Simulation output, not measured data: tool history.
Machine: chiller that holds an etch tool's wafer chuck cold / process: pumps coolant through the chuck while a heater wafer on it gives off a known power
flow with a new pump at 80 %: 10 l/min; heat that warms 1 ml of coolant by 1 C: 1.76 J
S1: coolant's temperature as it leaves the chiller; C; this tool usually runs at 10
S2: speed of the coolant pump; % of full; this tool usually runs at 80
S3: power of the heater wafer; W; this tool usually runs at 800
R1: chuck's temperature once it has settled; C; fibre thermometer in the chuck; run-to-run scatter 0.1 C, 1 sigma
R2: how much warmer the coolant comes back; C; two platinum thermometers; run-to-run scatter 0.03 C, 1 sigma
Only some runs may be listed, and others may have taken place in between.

Run 1, hour 0.0: usual settings. Result: R1 17.6 C, R2 2.79 C.
Run 2, hour 45.2: usual settings but S2 82 % of full. Result: R1 17.3 C, R2 2.74 C.
Run 3, hour 89.0: usual settings. Result: R1 17.6 C, R2 2.83 C.
Run 4, hour 112.4: usual settings. Result: R1 17.6 C, R2 2.84 C.
Run 5, hour 140.7: usual settings. Result: R1 17.6 C, R2 2.85 C.
Run 6, hour 172.9: usual settings. Result: R1 17.6 C, R2 2.78 C.
Run 7, hour 218.5: usual settings. Result: R1 17.6 C, R2 2.83 C.
Run 8, hour 260.3: usual settings. Result: R1 17.6 C, R2 2.83 C.
Run 9, hour 291.9: usual settings. Result: R1 17.6 C, R2 2.89 C.
Run 10, hour 335.7: usual settings. Result: R1 17.5 C, R2 2.80 C.
Run 11, hour 355.4: usual settings but S1 13 C. Result: R1 20.4 C, R2 2.75 C.
Run 12, hour 392.2: usual settings but S1 13 C. Result: R1 20.3 C, R2 2.87 C.
Run 13, hour 435.8: usual settings but S3 564 W. Result: R1 15.4 C, R2 1.95 C.
Run 14, hour 467.4: usual settings but S3 564 W. Result: R1 15.2 C, R2 1.95 C.
Run 15, hour 498.7: usual settings but S3 564 W. Result: R1 15.2 C, R2 2.00 C.

Run 16 has not been measured yet. What should we expect?
Run 16, hour 536.4: usual settings but S3 564 W. Result: R1 ?, R2 ?.

{"run 16": {"R1": 15.4, "R2": 1.99}}
Take away the tool's hidden state, keep the run-to-run variation as it was, and the same run would have given R1 14.9 C, R2 1.92 C.
